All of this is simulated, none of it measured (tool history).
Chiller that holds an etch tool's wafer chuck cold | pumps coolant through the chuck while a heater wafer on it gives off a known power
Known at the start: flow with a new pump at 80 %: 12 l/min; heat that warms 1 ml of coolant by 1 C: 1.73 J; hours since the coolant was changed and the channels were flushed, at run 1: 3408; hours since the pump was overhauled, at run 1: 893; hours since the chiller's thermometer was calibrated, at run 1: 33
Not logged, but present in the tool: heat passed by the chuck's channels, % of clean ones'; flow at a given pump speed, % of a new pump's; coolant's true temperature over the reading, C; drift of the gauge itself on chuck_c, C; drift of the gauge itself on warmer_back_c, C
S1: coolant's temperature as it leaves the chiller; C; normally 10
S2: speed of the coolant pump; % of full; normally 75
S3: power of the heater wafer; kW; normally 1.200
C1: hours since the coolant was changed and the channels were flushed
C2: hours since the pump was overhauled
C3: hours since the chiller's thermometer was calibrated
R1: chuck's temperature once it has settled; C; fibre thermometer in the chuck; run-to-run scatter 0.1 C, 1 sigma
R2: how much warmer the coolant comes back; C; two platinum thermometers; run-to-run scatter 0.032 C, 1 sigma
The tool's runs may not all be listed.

run	day	S1	S2	S3	C1	C2	C3	R1	R2
1	0.000	10	75	1.200	3408	893	33	20.5	3.74
2	1.433	10	75	1.200	3442	927	67	20.4	3.73
3	2.600	10	75	1.200	3470	955	95	20.6	3.74
4	4.050	10	75	0.631	3505	990	130	15.3	2.00
5	5.829	10	75	0.625	3548	1033	172	15.5	1.93
6	6.888	10	75	0.625	3573	1058	198	15.5	1.90
7	8.267	10	75	0.625	3606	1091	231	15.6	1.95
8	9.217	10	75	0.625	3629	1114	254	15.5	1.96
9	10.046	10	75	0.625	3649	1134	274	15.5	1.87
10	11.175	19	75	1.428	3676	1161	301	31.8	4.36
11	12.229	3	75	1.200	3701	1186	326	13.6	3.67
12	13.788	5	75	0.750	3739	1224	363	11.6	2.29
13	15.146	5	75	0.750	3771	1256	396	11.6	2.29
14	16.512	14	75	0.687	3804	1289	429	19.9	2.10

5 options for the next run, each taken on its own from the tool as it stands now. Forecast them:
A	17.338	10	75	0.717	3824	1309	449	?	?
B	17.338	17	75	0.687	3824	1309	449	?	?
C	17.338	13	94	1.325	3824	1309	449	?	?
D	17.338	14	86	1.562	3824	1309	449	?	?
E	17.338	14	96	0.687	3824	1309	449	?	?

run	R1	R2
A	16.3	2.14
B	22.9	2.13
C	23.1	3.25
D	26.4	4.25
E	19.1	1.63
With the hidden condition removed and each run's random variation left untouched, the same runs would have given:
run	R1	R2
A	16.3	2.14
B	22.9	2.12
C	23.0	3.25
D	26.4	4.25
E	19.1	1.63
